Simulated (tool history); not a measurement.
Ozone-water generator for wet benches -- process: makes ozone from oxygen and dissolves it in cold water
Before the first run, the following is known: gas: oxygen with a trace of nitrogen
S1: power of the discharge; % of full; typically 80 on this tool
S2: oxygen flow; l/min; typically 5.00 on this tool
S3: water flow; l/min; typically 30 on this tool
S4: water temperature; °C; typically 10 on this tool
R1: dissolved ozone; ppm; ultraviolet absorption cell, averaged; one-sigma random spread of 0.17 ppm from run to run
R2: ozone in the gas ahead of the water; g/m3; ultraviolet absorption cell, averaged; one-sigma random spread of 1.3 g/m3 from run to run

run,hour,S1,S2,S3,S4,R1,R2
1,0.0,80,5.00,30,10,22.5,240.1
2,29.5,80,5.00,30,12,22.0,240.1
3,56.8,86,5.00,30,10,23.0,249.3
4,79.1,80,5.00,30,17,21.1,237.0
5,112.7,80,5.00,30,17,20.8,238.9
6,136.8,80,5.00,30,10,22.3,240.0
7,169.5,80,5.00,30,6,22.7,238.1
8,193.1,100,5.00,30,10,25.3,271.0
9,245.5,100,5.00,30,10,25.5,271.5
10,300.1,80,5.00,30,10,22.2,237.5
11,331.4,80,5.00,30,10,22.2,234.8
12,365.2,80,5.00,47,10,14.0,239.2
13,405.2,80,5.00,41,10,16.1,237.1
14,458.4,80,5.00,41,10,15.9,235.3
15,481.1,71,7.27,29,9,23.7,187.9
16,535.2,71,7.27,29,9,23.5,188.3
17,569.1,42,3.15,29,9,13.8,201.6

What does the tool deliver on the next run?
18,609.3,42,3.15,29,14,?,?

R1: 13.2 ppm
R2: 198.6 g/m3
If the tool had no hidden condition, the same run with the same run-to-run variation would have returned R1 13.7 ppm, R2 205.1 g/m3.
